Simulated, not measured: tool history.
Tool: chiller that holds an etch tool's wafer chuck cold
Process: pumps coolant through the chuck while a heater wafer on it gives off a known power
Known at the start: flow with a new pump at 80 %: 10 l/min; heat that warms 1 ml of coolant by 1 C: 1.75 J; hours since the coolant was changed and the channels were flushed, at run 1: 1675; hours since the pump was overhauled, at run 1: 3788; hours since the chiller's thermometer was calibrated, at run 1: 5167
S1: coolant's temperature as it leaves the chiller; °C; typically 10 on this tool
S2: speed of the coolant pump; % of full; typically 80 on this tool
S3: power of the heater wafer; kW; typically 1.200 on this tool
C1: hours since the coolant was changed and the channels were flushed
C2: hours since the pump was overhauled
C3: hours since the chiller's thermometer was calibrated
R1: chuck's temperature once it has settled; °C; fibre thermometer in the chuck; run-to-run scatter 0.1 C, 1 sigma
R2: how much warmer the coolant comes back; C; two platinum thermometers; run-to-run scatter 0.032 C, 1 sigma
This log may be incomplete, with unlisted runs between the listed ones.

run 1 day=0.000 | S1=10 S2=80 S3=1.200 | C1=1675 C2=3788 C3=5167 | R1=23.7 R2=4.31
run 2 day=3.100 | S1=10 S2=80 S3=1.200 | C1=1750 C2=3863 C3=5241 | R1=23.6 R2=4.32
-- day=7.912 chiller's thermometer calibrated
run 3 day=7.912 | S1=10 S2=80 S3=1.463 | C1=1864 C2=3977 C3=0 | R1=27.8 R2=5.29
run 4 day=13.754 | S1=10 S2=80 S3=1.463 | C1=2004 C2=4117 C3=140 | R1=27.7 R2=5.30
run 5 day=18.171 | S1=10 S2=97 S3=1.200 | C1=2110 C2=4223 C3=246 | R1=22.9 R2=3.58
run 6 day=23.583 | S1=10 S2=64 S3=1.200 | C1=2240 C2=4353 C3=376 | R1=26.7 R2=5.52
run 7 day=27.183 | S1=10 S2=64 S3=1.200 | C1=2326 C2=4440 C3=463 | R1=26.8 R2=5.47
run 8 day=30.767 | S1=10 S2=88 S3=0.900 | C1=2413 C2=4526 C3=549 | R1=20.4 R2=2.96
run 9 day=36.000 | S1=4 S2=99 S3=1.622 | C1=2538 C2=4651 C3=674 | R1=21.7 R2=4.74
run 10 day=41.821 | S1=2 S2=86 S3=0.747 | C1=2678 C2=4791 C3=814 | R1=10.7 R2=2.51
run 11 day=45.642 | S1=18 S2=86 S3=0.666 | C1=2770 C2=4883 C3=906 | R1=25.8 R2=2.27
run 12 day=49.558 | S1=18 S2=86 S3=0.666 | C1=2863 C2=4977 C3=1000 | R1=26.0 R2=2.24
run 13 day=53.625 | S1=13 S2=65 S3=1.403 | C1=2961 C2=5074 C3=1097 | R1=33.1 R2=6.39
run 14 day=56.671 | S1=13 S2=80 S3=1.742 | C1=3034 C2=5147 C3=1170 | R1=35.0 R2=6.41

Consider 4 possible next runs. They are alternatives, not a sequence: every one starts from the tool as it was left by run 14. What does each give?
run A day=61.875 | S1=16 S2=70 S3=0.833 | C1=3159 C2=5272 C3=1295 | R1=? R2=?
run B day=61.875 | S1=6 S2=68 S3=1.178 | C1=3159 C2=5272 C3=1295 | R1=? R2=?
run C day=61.875 | S1=11 S2=82 S3=1.733 | C1=3159 C2=5272 C3=1295 | R1=? R2=?
run D day=61.875 | S1=13 S2=80 S3=1.671 | C1=3159 C2=5272 C3=1295 | R1=? R2=?

run=A R1=27.3 R2=3.54
run=B R1=22.4 R2=5.15
run=C R1=32.7 R2=6.14
run=D R1=34.1 R2=6.21
What these runs would have given with no unlogged condition in the tool:
run=A R1=25.9 R2=3.31
run=B R1=20.3 R2=4.82
run=C R1=29.9 R2=5.75
run=D R1=31.4 R2=5.81

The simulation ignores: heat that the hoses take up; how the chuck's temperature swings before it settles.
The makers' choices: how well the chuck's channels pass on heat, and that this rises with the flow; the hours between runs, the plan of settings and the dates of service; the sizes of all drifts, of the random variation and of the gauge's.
